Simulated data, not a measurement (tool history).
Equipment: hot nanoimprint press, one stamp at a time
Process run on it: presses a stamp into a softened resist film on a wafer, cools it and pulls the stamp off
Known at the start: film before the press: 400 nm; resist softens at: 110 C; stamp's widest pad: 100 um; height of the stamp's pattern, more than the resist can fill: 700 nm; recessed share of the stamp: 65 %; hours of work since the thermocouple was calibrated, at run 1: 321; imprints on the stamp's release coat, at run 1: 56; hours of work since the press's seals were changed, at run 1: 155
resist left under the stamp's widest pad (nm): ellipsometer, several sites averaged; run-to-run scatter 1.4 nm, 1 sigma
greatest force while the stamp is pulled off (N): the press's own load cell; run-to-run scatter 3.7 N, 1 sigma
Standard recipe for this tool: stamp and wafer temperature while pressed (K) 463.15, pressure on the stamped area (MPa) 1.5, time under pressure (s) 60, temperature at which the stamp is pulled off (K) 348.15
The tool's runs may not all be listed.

run,hour,stamp and wafer temperature while pressed (K),pressure on the stamped area (MPa),time under pressure (s),temperature at which the stamp is pulled off (K),hours of work since the thermocouple was calibrated,imprints on the stamp's release coat,hours of work since the press's seals were changed,resist left under the stamp's widest pad (nm),greatest force while the stamp is pulled off (N)
1,0,463.15,1.5,60,348.15,321,56,155,232.6,175
2,21,463.15,1.5,60,348.15,336,160,171,234.2,181
3,33.3,463.15,1.5,60,348.15,344,220,179,232.9,179
4,57.8,463.15,1.5,60,348.15,362,341,197,233.8,173
5,82.6,463.15,1.5,60,348.15,380,463,215,231.2,183
6,110.9,463.15,1.5,60,348.15,400,603,235,231.5,182
7,124.8,463.15,1.5,60,348.15,410,671,245,231,185
# hour 135.6: stamp cleaned and given a new release coat
8,152.3,463.15,1.23,60,348.15,426,82,261,246.8,177
9,178.5,463.15,1.23,60,348.15,445,211,280,245,181
10,193.8,463.15,1.02,60,348.15,456,286,291,264,185
11,211.7,463.15,1.02,60,341.15,469,374,304,262.7,185
12,226.7,471.15,1.5,60,348.15,480,449,315,191.7,183
13,253.2,471.15,1.5,60,348.15,499,579,334,192.4,180
14,276.3,471.15,1.5,60,348.15,515,693,350,192.1,177
# hour 284.3: stamp cleaned and given a new release coat
15,308.3,463.15,1.5,60,348.15,534,118,369,232.1,187
16,330.7,453.15,2.06,82,355.15,550,229,385,241.7,167
# hour 348.1: plate thermocouple calibrated
17,349.3,453.15,2.06,82,355.15,1,306,396,240.5,171
18,373.1,453.15,1.85,82,350.15,18,423,414,247.3,185
19,393,460.15,1.08,82,350.15,32,521,428,249.6,177
20,410.5,463.15,1.5,88,348.15,45,607,440,200.6,179
# hour 434.1: stamp cleaned and given a new release coat
21,443,463.15,1.15,52,338.15,64,44,460,263,190
22,470.6,463.15,1.7,60,339.15,84,180,479,223.1,191
23,498.4,463.15,1.7,60,339.15,104,317,500,221,198
24,511.7,463.15,1.7,60,339.15,114,382,509,220.8,197
25,535.5,474.15,1.5,60,348.15,131,500,526,178.3,176
26,554,474.15,1.5,60,348.15,144,590,540,182.4,177
# hour 581: stamp cleaned and given a new release coat
27,582.2,460.15,1.01,87,341.15,160,6,556,251.5,193
28,602.5,456.15,1.01,115,341.15,175,106,570,251.4,193
29,615.5,456.15,1.39,85,339.15,184,170,580,250.7,188

What if the next run were any one of these 5? Each begins from the tool's condition after run 29:
A,629,472.15,1.5,60,348.15,194,236,589,?,?
B,629,463.15,0.97,60,353.15,194,236,589,?,?
C,629,456.15,1.23,103,339.15,194,236,589,?,?
D,629,456.15,1.39,85,353.15,194,236,589,?,?
E,629,459.15,1.42,71,348.15,194,236,589,?,?

run,resist left under the stamp's widest pad (nm),greatest force while the stamp is pulled off (N)
A,189.5,184
B,264.7,167
C,246,186
D,248.4,176
E,245.1,171
Stripped of hidden state, with their random variation kept, the same runs would have yielded:
run,resist left under the stamp's widest pad (nm),greatest force while the stamp is pulled off (N)
A,189.4,183
B,264.6,166
C,245.8,185
D,248.3,176
E,245,171
